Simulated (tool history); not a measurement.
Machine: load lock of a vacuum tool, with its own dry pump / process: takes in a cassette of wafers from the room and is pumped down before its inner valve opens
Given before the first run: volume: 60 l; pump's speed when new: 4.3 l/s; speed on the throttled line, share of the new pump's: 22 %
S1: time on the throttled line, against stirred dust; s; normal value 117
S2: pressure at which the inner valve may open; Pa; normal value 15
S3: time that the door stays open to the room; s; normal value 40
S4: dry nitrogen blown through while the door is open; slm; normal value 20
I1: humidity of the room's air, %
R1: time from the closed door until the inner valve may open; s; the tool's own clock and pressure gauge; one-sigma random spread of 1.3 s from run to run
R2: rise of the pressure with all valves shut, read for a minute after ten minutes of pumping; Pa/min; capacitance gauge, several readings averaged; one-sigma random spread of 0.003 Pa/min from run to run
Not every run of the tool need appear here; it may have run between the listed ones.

run 1 hour=0 | S1=117 S2=15 S3=40 S4=20 | I1=45 | R1=225.6 R2=0.044
run 2 hour=76.9 | S1=117 S2=15 S3=40 S4=20 | I1=46.8 | R1=226.4 R2=0.042
run 3 hour=170.4 | S1=117 S2=15 S3=40 S4=20 | I1=42.9 | R1=227.2 R2=0.038
run 4 hour=255.1 | S1=117 S2=15 S3=40 S4=20 | I1=46.9 | R1=231.1 R2=0.042
run 5 hour=306.8 | S1=117 S2=15 S3=40 S4=20 | I1=46.2 | R1=228.2 R2=0.046
run 6 hour=365.4 | S1=117 S2=15 S3=40 S4=20 | I1=44.6 | R1=223.8 R2=0.043
run 7 hour=461.2 | S1=117 S2=15 S3=40 S4=20 | I1=46.7 | R1=227.7 R2=0.05
run 8 hour=506.9 | S1=93 S2=15 S3=40 S4=20 | I1=44.1 | R1=210.5 R2=0.048
run 9 hour=552.3 | S1=93 S2=15 S3=40 S4=20 | I1=49.2 | R1=212.4 R2=0.045
run 10 hour=600.6 | S1=93 S2=15 S3=40 S4=20 | I1=44.2 | R1=207.7 R2=0.047
run 11 hour=666.5 | S1=93 S2=15 S3=40 S4=20 | I1=44.5 | R1=208.7 R2=0.045
run 12 hour=734.9 | S1=117 S2=15 S3=40 S4=20 | I1=45.5 | R1=228.9 R2=0.044
run 13 hour=805.5 | S1=117 S2=15 S3=75 S4=20 | I1=44.6 | R1=227.9 R2=0.055
run 14 hour=849.1 | S1=117 S2=15 S3=40 S4=27 | I1=46.5 | R1=227.2 R2=0.038
run 15 hour=899.8 | S1=117 S2=15 S3=40 S4=27 | I1=41.4 | R1=228.8 R2=0.04
run 16 hour=989.2 | S1=96 S2=15 S3=40 S4=20 | I1=45.8 | R1=214.1 R2=0.047
run 17 hour=1078.8 | S1=96 S2=15 S3=40 S4=20 | I1=42.9 | R1=212.1 R2=0.045
run 18 hour=1125.3 | S1=96 S2=15 S3=40 S4=20 | I1=40.2 | R1=214 R2=0.049
run 19 hour=1210.9 | S1=96 S2=15 S3=40 S4=20 | I1=42.6 | R1=211.8 R2=0.052
run 20 hour=1288 | S1=96 S2=15 S3=40 S4=20 | I1=44.2 | R1=212 R2=0.049
run 21 hour=1364.3 | S1=117 S2=15 S3=106 S4=4 | I1=43.1 | R1=230.6 R2=0.093
run 22 hour=1429.9 | S1=78 S2=16 S3=131 S4=42 | I1=42.9 | R1=199.7 R2=0.059
run 23 hour=1475.1 | S1=79 S2=23 S3=131 S4=42 | I1=41.4 | R1=193.1 R2=0.055
run 24 hour=1524.9 | S1=79 S2=23 S3=131 S4=42 | I1=46.3 | R1=193.4 R2=0.06

The next listed run, before its measurement:
run 25 hour=1599.6 | S1=79 S2=23 S3=131 S4=42 | I1=41.4 | R1=? R2=?

Run 25 came out at R1 194.2 s, R2 0.06 Pa/min.
Were there no unlogged condition in the tool, this run, its random variation unchanged, would have produced R1 179.9 s, R2 0.036 Pa/min.
